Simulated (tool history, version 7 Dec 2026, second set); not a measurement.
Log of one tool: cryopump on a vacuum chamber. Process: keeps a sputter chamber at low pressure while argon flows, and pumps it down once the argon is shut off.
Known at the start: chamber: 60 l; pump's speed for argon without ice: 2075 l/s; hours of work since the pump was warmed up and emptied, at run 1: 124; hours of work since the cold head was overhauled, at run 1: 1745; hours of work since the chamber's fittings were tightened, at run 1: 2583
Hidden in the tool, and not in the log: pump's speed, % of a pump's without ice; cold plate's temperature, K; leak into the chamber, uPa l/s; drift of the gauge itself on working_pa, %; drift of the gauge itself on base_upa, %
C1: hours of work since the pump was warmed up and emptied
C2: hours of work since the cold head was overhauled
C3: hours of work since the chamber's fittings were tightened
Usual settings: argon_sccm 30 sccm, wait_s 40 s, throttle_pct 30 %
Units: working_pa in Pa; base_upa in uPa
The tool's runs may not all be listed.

Run 1, day 0.000: usual settings; C1 124; C2 1745; C3 2583. Result: working_pa 0.0841 Pa, base_upa 2.77 uPa.
Run 2, day 2.779: usual settings; C1 168; C2 1789; C3 2626. Result: working_pa 0.0832 Pa, base_upa 2.75 uPa.
Run 3, day 4.842: usual settings; C1 200; C2 1821; C3 2658. Result: working_pa 0.0829 Pa, base_upa 2.84 uPa.
Run 4, day 8.317: usual settings; C1 254; C2 1875; C3 2712. Result: working_pa 0.0842 Pa, base_upa 2.94 uPa.
At day 9.408: leaking fittings of the chamber tightened, without venting.
Run 5, day 11.392: usual settings but argon_sccm 14 sccm; C1 300; C2 1921; C3 31. Result: working_pa 0.0387 Pa, base_upa 1.45 uPa.
Run 6, day 14.004: usual settings but argon_sccm 14 sccm; C1 341; C2 1962; C3 72. Result: working_pa 0.0396 Pa, base_upa 1.42 uPa.
Run 7, day 15.683: usual settings; C1 367; C2 1988; C3 98. Result: working_pa 0.0848 Pa, base_upa 1.51 uPa.
Run 8, day 19.108: usual settings; C1 420; C2 2041; C3 151. Result: working_pa 0.0855 Pa, base_upa 1.48 uPa.
Run 9, day 22.204: usual settings; C1 469; C2 2090; C3 199. Result: working_pa 0.0878 Pa, base_upa 1.60 uPa.
Run 10, day 23.883: usual settings but wait_s 58 s; C1 495; C2 2116; C3 225. Result: working_pa 0.0872 Pa, base_upa 1.18 uPa.
Run 11, day 27.350: usual settings but argon_sccm 22 sccm, wait_s 58 s; C1 549; C2 2170; C3 279. Result: working_pa 0.0640 Pa, base_upa 1.20 uPa.
Run 12, day 30.875: usual settings; C1 603; C2 2225; C3 334. Result: working_pa 0.0894 Pa, base_upa 1.68 uPa.
Run 13, day 33.788: usual settings but argon_sccm 28 sccm; C1 649; C2 2270; C3 379. Result: working_pa 0.0841 Pa, base_upa 1.69 uPa.
Run 14, day 37.654: usual settings but argon_sccm 28 sccm, wait_s 289 s; C1 709; C2 2330; C3 439. Result: working_pa 0.0855 Pa, base_upa 0.64 uPa.
Run 15, day 41.404: usual settings but argon_sccm 23 sccm, wait_s 112 s, throttle_pct 35 %; C1 767; C2 2388; C3 498. Result: working_pa 0.0608 Pa, base_upa 1.02 uPa.
At day 43.217: pump warmed up, emptied and cooled again.
Run 16, day 43.546: usual settings but argon_sccm 15 sccm, throttle_pct 45 %; C1 5; C2 2418; C3 528. Result: working_pa 0.0273 Pa, base_upa 1.63 uPa.
Run 17, day 47.112: usual settings but wait_s 60 s, throttle_pct 39 %; C1 61; C2 2474; C3 583. Result: working_pa 0.0648 Pa, base_upa 1.25 uPa.
Run 18, day 49.129: usual settings but argon_sccm 44 sccm, throttle_pct 38 %; C1 92; C2 2505; C3 615. Result: working_pa 0.0966 Pa, base_upa 1.70 uPa.
Run 19, day 51.279: usual settings but argon_sccm 13 sccm, throttle_pct 25 %; C1 125; C2 2539; C3 648. Result: working_pa 0.0426 Pa, base_upa 1.78 uPa.
Run 20, day 54.108: usual settings but argon_sccm 35 sccm, wait_s 35 s, throttle_pct 25 %; C1 169; C2 2583; C3 692. Result: working_pa 0.1150 Pa, base_upa 1.96 uPa.
Run 21, day 55.771: usual settings but argon_sccm 55 sccm, wait_s 100 s, throttle_pct 19 %; C1 195; C2 2609; C3 718. Result: working_pa 0.2385 Pa, base_upa 1.01 uPa.
Run 22, day 57.871: usual settings but wait_s 162 s; C1 228; C2 2641; C3 751. Result: working_pa 0.0834 Pa, base_upa 0.88 uPa.
Run 23, day 60.900: usual settings but wait_s 162 s; C1 275; C2 2688; C3 798. Result: working_pa 0.0840 Pa, base_upa 0.89 uPa.
Run 24, day 62.754: usual settings but argon_sccm 21 sccm, wait_s 43 s, throttle_pct 43 %; C1 304; C2 2717; C3 827. Result: working_pa 0.0420 Pa, base_upa 1.75 uPa.
Run 25, day 65.821: usual settings but argon_sccm 21 sccm, wait_s 43 s, throttle_pct 43 %; C1 352; C2 2765; C3 874. Result: working_pa 0.0424 Pa, base_upa 1.80 uPa.

The same runs without the tool's hidden state, with the same run-to-run variation:
run  working_pa  base_upa
  1      0.0825      1.42
  2      0.0811      1.36
  3      0.0805      1.39
  4      0.0812      1.40
  5      0.0371      1.41
  6      0.0377      1.36
  7      0.0806      1.43
  8      0.0806      1.37
  9      0.0822      1.45
 10      0.0813      1.01
 11      0.0591      0.99
 12      0.0820      1.43
 13      0.0766      1.40
 14      0.0771      0.30
 15      0.0532      0.63
 16      0.0269      1.37
 17      0.0636      0.95
 18      0.0944      1.38
 19      0.0418      1.44
 20      0.1125      1.58
 21      0.2341      0.63
 22      0.0806      0.46
 23      0.0807      0.44
 24      0.0395      1.28
 25      0.0395      1.28
